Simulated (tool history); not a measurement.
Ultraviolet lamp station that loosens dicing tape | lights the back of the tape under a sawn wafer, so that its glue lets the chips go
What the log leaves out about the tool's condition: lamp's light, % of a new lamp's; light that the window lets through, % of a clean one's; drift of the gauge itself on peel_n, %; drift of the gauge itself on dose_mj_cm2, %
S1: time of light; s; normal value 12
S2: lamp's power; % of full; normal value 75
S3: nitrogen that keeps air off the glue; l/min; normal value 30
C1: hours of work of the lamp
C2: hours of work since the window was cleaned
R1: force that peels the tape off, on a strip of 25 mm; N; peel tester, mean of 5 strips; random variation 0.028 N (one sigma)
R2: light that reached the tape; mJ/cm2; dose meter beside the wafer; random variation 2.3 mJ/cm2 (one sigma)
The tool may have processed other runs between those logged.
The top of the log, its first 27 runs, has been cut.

| run | day | S1 | S2 | S3 | C1 | C2 | R1 | R2 |
|---|---|---|---|---|---|---|---|---|
| 28 | 41.925 | 8 | 61 | 30 | 500 | 201 | 4.385 | 95 |
|  | 42.712 | window cleaned of glue's vapour |
| 29 | 44.162 | 8 | 61 | 30 | 521 | 14 | 3.816 | 107 |
| 30 | 45.383 | 7 | 68 | 30 | 533 | 26 | 4.031 | 103 |
| 31 | 46.675 | 8 | 84 | 38 | 545 | 38 | 2.595 | 143 |
| 32 | 48.25 | 12 | 69 | 18 | 561 | 53 | 3.053 | 173 |
| 33 | 49.883 | 16 | 69 | 11 | 576 | 69 | 2.722 | 227 |
| 34 | 51.321 | 10 | 63 | 30 | 590 | 83 | 3.202 | 129 |
| 35 | 52.642 | 12 | 75 | 34 | 603 | 96 | 1.957 | 179 |
| 36 | 54.758 | 12 | 77 | 30 | 623 | 116 | 2.181 | 186 |
| 37 | 56.271 | 12 | 77 | 30 | 638 | 131 | 2.191 | 181 |

3 ways to go on from here, each from the tool as it stands after run 37. What would each give?
| A | 57.342 | 12 | 67 | 30 | 648 | 141 | ? | ? |
| B | 57.342 | 12 | 76 | 54 | 648 | 141 | ? | ? |
| C | 57.342 | 8 | 61 | 30 | 648 | 141 | ? | ? |

| run | R1 | R2 |
|---|---|---|
| A | 2.695 | 157 |
| B | 1.611 | 174 |
| C | 4.402 | 89 |
Take away the tool's hidden state, keep each run's random variation, and the runs would have read:
| run | R1 | R2 |
|---|---|---|
| A | 1.675 | 217 |
| B | 0.87 | 242 |
| C | 3.254 | 126 |

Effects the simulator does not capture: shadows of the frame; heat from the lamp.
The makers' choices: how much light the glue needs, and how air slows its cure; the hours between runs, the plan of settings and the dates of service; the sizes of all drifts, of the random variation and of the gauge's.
